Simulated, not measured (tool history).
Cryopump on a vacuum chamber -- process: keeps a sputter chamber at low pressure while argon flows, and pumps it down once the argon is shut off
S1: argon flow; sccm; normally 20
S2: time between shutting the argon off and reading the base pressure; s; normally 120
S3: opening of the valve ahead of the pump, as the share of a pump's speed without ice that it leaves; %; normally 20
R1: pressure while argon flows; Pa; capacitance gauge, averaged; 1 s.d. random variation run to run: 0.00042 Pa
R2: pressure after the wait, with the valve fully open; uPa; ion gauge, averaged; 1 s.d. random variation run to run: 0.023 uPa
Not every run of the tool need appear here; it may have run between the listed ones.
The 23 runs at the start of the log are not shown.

{"run": 24, "day": 33.45, "S1": 15, "S2": 41, "S3": 42, "R1": 0.0312, "R2": 2.36}
{"run": 25, "day": 34.992, "S1": 15, "S2": 41, "S3": 42, "R1": 0.0308, "R2": 2.38}
{"run": 26, "day": 36.608, "S1": 27, "S2": 55, "S3": 37, "R1": 0.0629, "R2": 1.97}
{"run": 27, "day": 37.946, "S1": 11, "S2": 55, "S3": 51, "R1": 0.0192, "R2": 2.01}
{"run": 28, "day": 39.483, "S1": 11, "S2": 27, "S3": 52, "R1": 0.0195, "R2": 3.38}
{"run": 29, "day": 41.246, "S1": 16, "S2": 193, "S3": 52, "R1": 0.0276, "R2": 1.19}
{"run": 30, "day": 43.221, "S1": 38, "S2": 22, "S3": 21, "R1": 0.1526, "R2": 4.05}
{"run": 31, "day": 45.033, "S1": 38, "S2": 28, "S3": 36, "R1": 0.0939, "R2": 3.36}
{"run": 32, "day": 46.462, "S1": 13, "S2": 28, "S3": 15, "R1": 0.0731, "R2": 3.34}
{"run": 33, "day": 47.654, "S1": 20, "S2": 120, "S3": 17, "R1": 0.0988, "R2": 1.54}
{"run": 34, "day": 49.0, "S1": 20, "S2": 232, "S3": 20, "R1": 0.0858, "R2": 1.26}

4 options for the next run, each taken on its own from the tool as it stands now. Forecast them:
{"run": "A", "day": 50.112, "S1": 20, "S2": 120, "S3": 38, "R1": "?", "R2": "?"}
{"run": "B", "day": 50.112, "S1": 20, "S2": 114, "S3": 20, "R1": "?", "R2": "?"}
{"run": "C", "day": 50.112, "S1": 20, "S2": 198, "S3": 20, "R1": "?", "R2": "?"}
{"run": "D", "day": 50.112, "S1": 34, "S2": 232, "S3": 33, "R1": "?", "R2": "?"}

run=A R1=0.0487 R2=1.57
run=B R1=0.0854 R2=1.65
run=C R1=0.0862 R2=1.32
run=D R1=0.0934 R2=1.33
Without the tool's hidden state the same runs would have given:
run=A R1=0.042 R2=0.71
run=B R1=0.0788 R2=0.76
run=C R1=0.0796 R2=0.47
run=D R1=0.0821 R2=0.47

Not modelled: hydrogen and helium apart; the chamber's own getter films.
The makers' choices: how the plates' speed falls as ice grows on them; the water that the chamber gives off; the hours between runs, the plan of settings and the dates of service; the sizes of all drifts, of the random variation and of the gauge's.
